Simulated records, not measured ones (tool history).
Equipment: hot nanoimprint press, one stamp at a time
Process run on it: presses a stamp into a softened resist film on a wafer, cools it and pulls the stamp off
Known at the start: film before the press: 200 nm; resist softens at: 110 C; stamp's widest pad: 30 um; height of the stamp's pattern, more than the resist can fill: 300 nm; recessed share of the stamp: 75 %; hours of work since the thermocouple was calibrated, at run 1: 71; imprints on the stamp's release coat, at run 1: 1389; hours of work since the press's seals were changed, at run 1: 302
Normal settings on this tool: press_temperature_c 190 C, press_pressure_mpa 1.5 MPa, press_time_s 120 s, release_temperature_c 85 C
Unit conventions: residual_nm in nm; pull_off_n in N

| run | hour | press_temperature_c | press_pressure_mpa | press_time_s | release_temperature_c | hours of work since the thermocouple was calibrated | imprints on the stamp's release coat | hours of work since the press's seals were changed | residual_nm | pull_off_n |
|---|---|---|---|---|---|---|---|---|---|---|
| 1 | 0 | 190 | 1.5 | 120 | 85 | 71 | 1389 | 302 | 93.1 | 208 |
| 2 | 15 | 190 | 1.5 | 120 | 85 | 77 | 1430 | 308 | 93.9 | 205 |
| 3 | 41.6 | 190 | 1.54 | 120 | 85 | 88 | 1502 | 319 | 92.8 | 213 |
| 4 | 55.4 | 190 | 1.54 | 120 | 85 | 93 | 1540 | 324 | 91.8 | 200 |
| 5 | 73.9 | 190 | 1.54 | 120 | 85 | 101 | 1590 | 332 | 91.9 | 210 |
| 6 | 85.8 | 190 | 1.54 | 120 | 85 | 106 | 1623 | 336 | 92.2 | 219 |
| 7 | 107.1 | 190 | 1.54 | 120 | 85 | 114 | 1681 | 345 | 92.5 | 207 |
| 8 | 129.8 | 190 | 1.54 | 184 | 85 | 123 | 1743 | 354 | 78.9 | 217 |
| 9 | 144.3 | 190 | 1.5 | 120 | 85 | 129 | 1783 | 360 | 94.1 | 214 |
| 10 | 158 | 190 | 1.5 | 120 | 85 | 135 | 1820 | 365 | 94.1 | 216 |
| 11 | 171.4 | 190 | 1.5 | 120 | 83 | 140 | 1856 | 371 | 94.1 | 227 |
| 12 | 191.4 | 190 | 1.5 | 120 | 83 | 148 | 1911 | 379 | 94.4 | 221 |
| 13 | 210.5 | 190 | 1.5 | 120 | 83 | 156 | 1963 | 386 | 94 | 223 |
| 14 | 235.1 | 190 | 1.5 | 120 | 83 | 166 | 2030 | 396 | 94.2 | 224 |
| 15 | 249 | 190 | 1.5 | 93 | 83 | 171 | 2068 | 402 | 103.2 | 221 |
|  | 257.3 | stamp cleaned and given a new release coat |
| 16 | 280.5 | 190 | 0.92 | 120 | 85 | 181 | 63 | 412 | 118.4 | 174 |
| 17 | 292.1 | 190 | 0.92 | 120 | 85 | 186 | 95 | 417 | 118.4 | 178 |
| 18 | 313 | 186 | 1.65 | 85 | 85 | 194 | 152 | 425 | 116.9 | 183 |
| 19 | 334.4 | 198 | 1.65 | 70 | 75 | 203 | 210 | 434 | 81.5 | 213 |
| 20 | 356.8 | 198 | 2.31 | 150 | 91 | 212 | 271 | 443 | 50.4 | 165 |
| 21 | 377.6 | 201 | 0.97 | 72 | 71 | 220 | 328 | 451 | 95.4 | 221 |
| 22 | 398.2 | 201 | 0.97 | 72 | 71 | 229 | 384 | 459 | 94.2 | 228 |

What does the tool deliver on the next run?
| 23 | 418.2 | 201 | 0.97 | 72 | 71 | 237 | 439 | 467 | ? | ? |

Run 23 came out at residual_nm 95.2 nm, pull_off_n 227 N.
Were there no unlogged condition in the tool, this run, its random variation unchanged, would have produced residual_nm 92.8 nm, pull_off_n 213 N.

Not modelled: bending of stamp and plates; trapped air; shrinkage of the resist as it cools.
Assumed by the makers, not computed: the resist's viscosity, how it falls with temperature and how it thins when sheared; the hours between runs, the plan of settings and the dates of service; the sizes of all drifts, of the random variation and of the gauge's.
